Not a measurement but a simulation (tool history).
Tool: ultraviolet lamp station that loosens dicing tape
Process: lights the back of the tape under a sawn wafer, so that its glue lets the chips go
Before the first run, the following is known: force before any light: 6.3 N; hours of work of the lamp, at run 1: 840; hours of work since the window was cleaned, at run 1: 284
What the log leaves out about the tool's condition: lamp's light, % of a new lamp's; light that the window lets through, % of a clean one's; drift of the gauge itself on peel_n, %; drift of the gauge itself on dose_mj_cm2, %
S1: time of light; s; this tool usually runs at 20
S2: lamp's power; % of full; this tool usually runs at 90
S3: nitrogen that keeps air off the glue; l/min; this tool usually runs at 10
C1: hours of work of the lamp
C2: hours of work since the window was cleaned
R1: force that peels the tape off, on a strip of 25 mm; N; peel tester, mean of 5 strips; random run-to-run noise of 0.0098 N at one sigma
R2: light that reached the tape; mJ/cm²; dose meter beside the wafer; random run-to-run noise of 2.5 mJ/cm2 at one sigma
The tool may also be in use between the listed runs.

run   hour  S1  S2  S3    C1   C2     R1   R2
  1    0.0  20  90  10   840  284  0.743  235
  2   39.3  20  90  10   871  315  0.747  233
  3   89.8  20  90  10   911  356  0.815  229
  4  128.6  20  90   8   942  386  0.893  224
  5  170.1  20  90   5   975  419  1.186  222
  6  223.5  13  90  10  1017  462  1.710  141
  7  281.2  20  90  10  1063  508  0.904  214
  8  327.3  20  90  10  1100  544  0.959  208
  9  385.8  20  90  10  1146  591  0.969  208
 10  424.2  20  90  10  1177  622  1.008  199
     442.0  -- window cleaned of glue's vapour
 11  456.6  20  90  10  1202   12  0.808  226
 12  482.2  20  90  10  1223   32  0.825  228
 13  521.4  20  90  10  1254   63  0.820  223
 14  561.3  20  95   6  1286   95  1.044  227
 15  592.4  20  95   6  1310  120  1.069  230
 16  632.0  20  90   5  1342  151  1.272  217
     673.7  -- lamp changed
 17  688.1  20  90   5    11  195  0.748  290
 18  715.2  11  76   4    33  216  2.475  136
 19  770.1  11  76   4    77  260  2.536  133
 20  810.6  20  70  15   109  292  0.709  218
 21  854.8  20  61  10   144  327  1.177  186
 22  890.7  12  95  10   173  356  1.303  173
 23  926.0  12  95  10   201  384  1.301  170

Forecast run 24:
 24  953.8  31  69  10  223  406   ?   ?

Run 24 gave R1 0.357 N, R2 319 mJ/cm².
Were there no unlogged condition in the tool, this run, its random variation unchanged, would have produced R1 0.253 N, R2 363 mJ/cm².
